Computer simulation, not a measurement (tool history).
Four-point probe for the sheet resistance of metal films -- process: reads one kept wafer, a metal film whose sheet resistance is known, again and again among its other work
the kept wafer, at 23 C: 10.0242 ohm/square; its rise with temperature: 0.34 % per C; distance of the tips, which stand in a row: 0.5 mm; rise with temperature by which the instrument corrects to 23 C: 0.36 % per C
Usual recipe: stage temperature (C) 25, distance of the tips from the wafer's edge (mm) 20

run	day	stage temperature (C)	distance of the tips from the wafer's edge (mm)	sheet resistance as the instrument gives it (ohm/square)
1	0	25	20	9.965247
2	1.679	25	20	9.959349
3	4.15	25	20	9.957763
4	5.738	25	4	10.035781
5	7.279	25	4	10.033731
# day 8.988: new probe head fitted
6	10.483	25	9	10.044667
7	13.246	25	25	10.022488
8	15.35	25	25	10.02158
# day 15.675: stage's thermometer calibrated
9	17.642	25	20	10.022706
10	20.354	25	34	10.014269
# day 22.129: stage's thermometer calibrated, once more
11	23.825	19	20	10.011706
12	27.046	19	20	10.002605
13	30.167	19	20	10.002094
14	32.8	25	3	10.134621
15	36.579	29	12	9.986612
16	39.492	29	12	9.980669
17	41.175	19	67	9.984795
18	43.138	19	8	9.998884
19	46.225	19	6	10.012113
20	47.808	25	8	9.986375
21	51.575	21	7	9.990739
22	54.862	21	7	9.991813
23	57.179	21	7	9.985538
24	58.933	25	27	9.95307
25	60.654	23	67	9.948661
26	64.421	25	15	9.948853
27	66.8	20	9	9.965464

Selected run-to-run steps in sheet resistance as the instrument gives it (ohm/square), each split into two signed amounts: the part the tool would show with no hidden state at all (from settings, incoming material and random variation), and the remainder, which goes to the hidden state together with any gauge scatter not common to the measured and the hidden-state-free results:
Hidden conditions of the tool in this case: inner tips' distance over the nominal, %; tips' flats over new ones', %; wafer's true temperature over the reading, C; drift of the gauge itself on sheet_ohm, %.
Run 5 -> 6: distance of the tips from the wafer's edge (mm) 4 -> 9, new probe head fitted. sheet resistance as the instrument gives it (ohm/square) +0.010936: hidden state +0.07577, all else -0.064834.
Run 10 -> 11: stage temperature (C) 25 -> 19, distance of the tips from the wafer's edge (mm) 34 -> 20, stage's thermometer calibrated, once more. sheet resistance as the instrument gives it (ohm/square) -0.002563: hidden state -0.016503, all else +0.01394.
Run 13 -> 14: stage temperature (C) 19 -> 25, distance of the tips from the wafer's edge (mm) 20 -> 3. sheet resistance as the instrument gives it (ohm/square) +0.132527: hidden state -0.004052, all else +0.136579.
Run 14 -> 15: stage temperature (C) 25 -> 29, distance of the tips from the wafer's edge (mm) 3 -> 12. sheet resistance as the instrument gives it (ohm/square) -0.148009: hidden state -0.0048, all else -0.143209.
